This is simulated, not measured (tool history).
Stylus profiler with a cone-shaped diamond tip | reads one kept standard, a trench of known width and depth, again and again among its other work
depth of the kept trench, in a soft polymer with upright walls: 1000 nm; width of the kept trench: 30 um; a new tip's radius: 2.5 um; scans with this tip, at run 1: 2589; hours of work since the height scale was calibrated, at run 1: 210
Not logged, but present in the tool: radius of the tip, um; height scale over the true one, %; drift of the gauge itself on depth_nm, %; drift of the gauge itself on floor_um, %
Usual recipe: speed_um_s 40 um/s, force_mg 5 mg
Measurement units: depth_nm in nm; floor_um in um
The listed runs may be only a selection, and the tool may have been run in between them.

run,hour,speed_um_s,force_mg,scans with this tip,hours of work since the height scale was calibrated,depth_nm,floor_um
1,0,40,5,2589,210,1011.83,25.21
2,87.1,40,3.62,3391,276,1009.38,25.02
3,144.7,40,3.62,3922,319,1008.92,24.93
4,206.6,40,5,4492,365,1011.46,24.82
5,280.9,40,5,5177,421,1010.76,24.71
6,343.2,40,5,5750,467,1011.08,24.61
7,457.9,40,5,6806,553,1010.19,24.41
8,537.6,40,5,7541,613,1010.1,24.29
9,628.5,105,5,8378,681,1010.02,23.86
10,695.4,105,5,8994,731,1009.85,23.74
11,790.9,105,5,9874,803,1009.06,23.64
12,866.5,105,5,10570,859,1009.33,23.52
13,983.3,105,5,11646,947,1008.65,23.35
14,1095.1,40,2.8,12675,1030,1004.94,23.4
15,1153,40,2.8,13209,1074,1004.23,23.31
16,1247.5,40,2.8,14080,1145,1004.36,23.18
17,1328,40,2.8,14821,1205,1003.81,23.16
18,1428.3,40,2.8,15745,1280,1003.27,22.97
19,1550.4,34,1.88,16869,1371,1001.45,22.82
20,1603.2,16,3.64,17356,1411,1004.23,22.91
# hour 1653.7: new tip fitted, height scale calibrated
21,1714.2,72,13.15,557,45,1023.61,25.63
22,1816.4,72,13.15,1498,122,1023.16,25.41
23,1872.8,16,12.62,2018,164,1022.5,25.46
24,1954.4,40,10.8,2769,225,1019.64,25.29
25,2065.8,40,10.8,3796,309,1019.74,25.03
26,2182.9,40,10.8,4874,396,1019.2,24.74
27,2278.3,40,10.8,5752,468,1019.17,24.66
28,2373.1,40,10.8,6626,539,1018.17,24.51
29,2449,19,5.1,7325,595,1009.89,24.41
30,2544.6,19,5.1,8205,667,1009.39,24.19
31,2604.8,19,5.1,8760,712,1009.13,24.19
32,2721.5,12,5.11,9835,799,1009.62,24.01
33,2818.3,110,2.36,10727,872,1003.82,23.31

Forecast each of these 4 alternatives for the next run:
A,2935.2,14,2.89,11803,959,?,?
B,2935.2,122,4.68,11803,959,?,?
C,2935.2,40,2.81,11803,959,?,?
D,2935.2,29,2.77,11803,959,?,?

run,depth_nm,floor_um
A,1004.32,23.71
B,1007.69,23.29
C,1004.38,23.56
D,1004.15,23.61
Stripped of hidden state, with their random variation kept, the same runs would have yielded:
run,depth_nm,floor_um
A,1008.51,25.92
B,1011.9,25.5
C,1008.58,25.77
D,1008.34,25.81
